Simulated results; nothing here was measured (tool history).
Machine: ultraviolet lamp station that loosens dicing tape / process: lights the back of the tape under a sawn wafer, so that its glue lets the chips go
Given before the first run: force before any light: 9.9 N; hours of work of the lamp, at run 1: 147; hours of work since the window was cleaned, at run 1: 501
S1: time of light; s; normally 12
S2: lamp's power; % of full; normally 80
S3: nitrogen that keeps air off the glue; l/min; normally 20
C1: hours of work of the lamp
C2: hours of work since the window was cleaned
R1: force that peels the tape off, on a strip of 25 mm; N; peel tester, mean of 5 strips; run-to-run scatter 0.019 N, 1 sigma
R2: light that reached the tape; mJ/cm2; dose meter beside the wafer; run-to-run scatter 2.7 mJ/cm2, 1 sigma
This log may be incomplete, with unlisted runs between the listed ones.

Run 1, hour 0: usual settings; C1 147; C2 501. Result: R1 1.401 N, R2 296 mJ/cm2.
Run 2, hour 25.3: usual settings; C1 163; C2 517. Result: R1 1.461 N, R2 293 mJ/cm2.
Run 3, hour 46.4: usual settings; C1 176; C2 530. Result: R1 1.429 N, R2 292 mJ/cm2.
Run 4, hour 72.8: usual settings; C1 193; C2 547. Result: R1 1.46 N, R2 287 mJ/cm2.
At hour 78.9: window cleaned of glue's vapour.
Run 5, hour 91.6: usual settings but S2 91 % of full; C1 204; C2 8. Result: R1 0.765 N, R2 385 mJ/cm2.
Run 6, hour 109.6: usual settings but S3 7 l/min; C1 216; C2 19. Result: R1 1.897 N, R2 337 mJ/cm2.
Run 7, hour 130: usual settings but S3 7 l/min; C1 228; C2 32. Result: R1 1.926 N, R2 335 mJ/cm2.
Run 8, hour 156.2: usual settings but S3 7 l/min; C1 245; C2 49. Result: R1 2.061 N, R2 330 mJ/cm2.
Run 9, hour 173.4: usual settings but S3 17 l/min; C1 256; C2 60. Result: R1 1.237 N, R2 324 mJ/cm2.
Run 10, hour 206.3: usual settings but S3 34 l/min; C1 277; C2 81. Result: R1 0.888 N, R2 324 mJ/cm2.
Run 11, hour 230: usual settings but S3 34 l/min; C1 292; C2 96. Result: R1 0.941 N, R2 321 mJ/cm2.
Run 12, hour 255.6: usual settings but S3 34 l/min; C1 308; C2 112. Result: R1 0.936 N, R2 320 mJ/cm2.
Run 13, hour 277.6: usual settings but S3 23 l/min; C1 322; C2 126. Result: R1 1.143 N, R2 318 mJ/cm2.
Run 14, hour 302.8: usual settings but S1 20 s; C1 338; C2 142. Result: R1 0.365 N, R2 523 mJ/cm2.
Run 15, hour 327: usual settings but S1 14 s; C1 353; C2 157. Result: R1 0.909 N, R2 366 mJ/cm2.
Run 16, hour 343.8: usual settings but S1 14 s; C1 364; C2 167. Result: R1 0.921 N, R2 364 mJ/cm2.
Run 17, hour 366.2: usual settings but S1 14 s; C1 378; C2 182. Result: R1 0.929 N, R2 358 mJ/cm2.
Run 18, hour 404.1: usual settings but S1 7 s, S3 23 l/min; C1 402; C2 206. Result: R1 2.879 N, R2 179 mJ/cm2.
Run 19, hour 429.2: usual settings but S1 15 s, S2 68 % of full, S3 7 l/min; C1 418; C2 221. Result: R1 2.056 N, R2 319 mJ/cm2.
Run 20, hour 464.3: usual settings but S1 15 s, S2 68 % of full, S3 7 l/min; C1 440; C2 244. Result: R1 2.092 N, R2 312 mJ/cm2.
Run 21, hour 482.3: usual settings but S1 15 s, S2 61 % of full, S3 10 l/min; C1 451; C2 255. Result: R1 2.039 N, R2 285 mJ/cm2.
Run 22, hour 510.4: usual settings but S1 21 s, S2 94 % of full; C1 469; C2 273. Result: R1 0.243 N, R2 606 mJ/cm2.
Run 23, hour 536.4: usual settings but S1 10 s, S3 23 l/min; C1 485; C2 289. Result: R1 1.844 N, R2 247 mJ/cm2.
Run 24, hour 555.7: usual settings but S1 16 s; C1 497; C2 301. Result: R1 0.782 N, R2 387 mJ/cm2.
Run 25, hour 573.3: usual settings but S1 13 s, S2 84 % of full, S3 14 l/min; C1 509; C2 312. Result: R1 1.413 N, R2 327 mJ/cm2.
Run 26, hour 602.6: usual settings but S2 68 % of full, S3 17 l/min; C1 527; C2 331. Result: R1 2.049 N, R2 243 mJ/cm2.

What will run 27 give?
Run 27, hour 635.4: usual settings but S1 10 s, S2 86 % of full, S3 17 l/min; C1 548; C2 352. Result: R1 ?, R2 ?.

Run 27 gave R1 1.961 N, R2 251 mJ/cm2.
The same run, on a tool lacking any hidden state, would have yielded R1 1.278 N, R2 320 mJ/cm2.
